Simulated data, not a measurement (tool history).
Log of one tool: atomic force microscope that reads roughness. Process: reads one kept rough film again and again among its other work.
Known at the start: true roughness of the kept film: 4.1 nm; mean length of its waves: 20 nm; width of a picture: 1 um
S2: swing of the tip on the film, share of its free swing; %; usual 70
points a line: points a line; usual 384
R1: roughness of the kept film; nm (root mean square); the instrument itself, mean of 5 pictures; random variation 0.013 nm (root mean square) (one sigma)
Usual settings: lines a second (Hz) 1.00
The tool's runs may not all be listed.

{"run": 1, "hour": 0.0, "lines a second (Hz)": 1.0, "S2": 70, "points a line": 384, "R1": 2.619}
{"run": 2, "hour": 11.8, "lines a second (Hz)": 1.0, "S2": 70, "points a line": 384, "R1": 2.562}
{"run": 3, "hour": 22.4, "lines a second (Hz)": 1.0, "S2": 70, "points a line": 384, "R1": 2.506}
{"run": 4, "hour": 40.9, "lines a second (Hz)": 1.0, "S2": 70, "points a line": 384, "R1": 2.396}
{"run": 5, "hour": 56.6, "lines a second (Hz)": 1.0, "S2": 70, "points a line": 384, "R1": 2.31}
{"run": 6, "hour": 72.1, "lines a second (Hz)": 1.0, "S2": 70, "points a line": 384, "R1": 2.235}
{"run": 7, "hour": 84.2, "lines a second (Hz)": 1.0, "S2": 70, "points a line": 384, "R1": 2.183}
{"run": 8, "hour": 103.3, "lines a second (Hz)": 1.0, "S2": 70, "points a line": 384, "R1": 2.105}
{"run": 9, "hour": 118.9, "lines a second (Hz)": 2.23, "S2": 58, "points a line": 384, "R1": 2.059}
{"run": 10, "hour": 136.6, "lines a second (Hz)": 2.23, "S2": 58, "points a line": 384, "R1": 1.96}
{"hour": 146.0, "done": "new tip fitted"}
{"run": 11, "hour": 149.0, "lines a second (Hz)": 1.36, "S2": 62, "points a line": 556, "R1": 3.031}
{"hour": 150.9, "done": "height scale calibrated on a step standard"}
{"run": 12, "hour": 162.1, "lines a second (Hz)": 1.36, "S2": 62, "points a line": 556, "R1": 2.914}
{"run": 13, "hour": 179.6, "lines a second (Hz)": 1.12, "S2": 73, "points a line": 824, "R1": 2.77}
{"run": 14, "hour": 191.1, "lines a second (Hz)": 2.09, "S2": 70, "points a line": 557, "R1": 2.618}
{"run": 15, "hour": 210.3, "lines a second (Hz)": 2.09, "S2": 70, "points a line": 557, "R1": 2.514}

Some steps in R1 between neighbouring runs. How much of each would the tool show without its hidden state too (settings, what came in, random variation), and how much is left for the hidden state, with any gauge scatter that isn't in both results?
The hidden state here: radius of the tip, nm; height scale over the true one, %; drift of the gauge itself on roughness_nm, %.
Run 10 -> 11: lines a second (Hz) 2.23 -> 1.36, S2 58 -> 62, points a line 384 -> 556, new tip fitted. R1 +1.071 nm (root mean square): hidden state +1.013, all else +0.058.
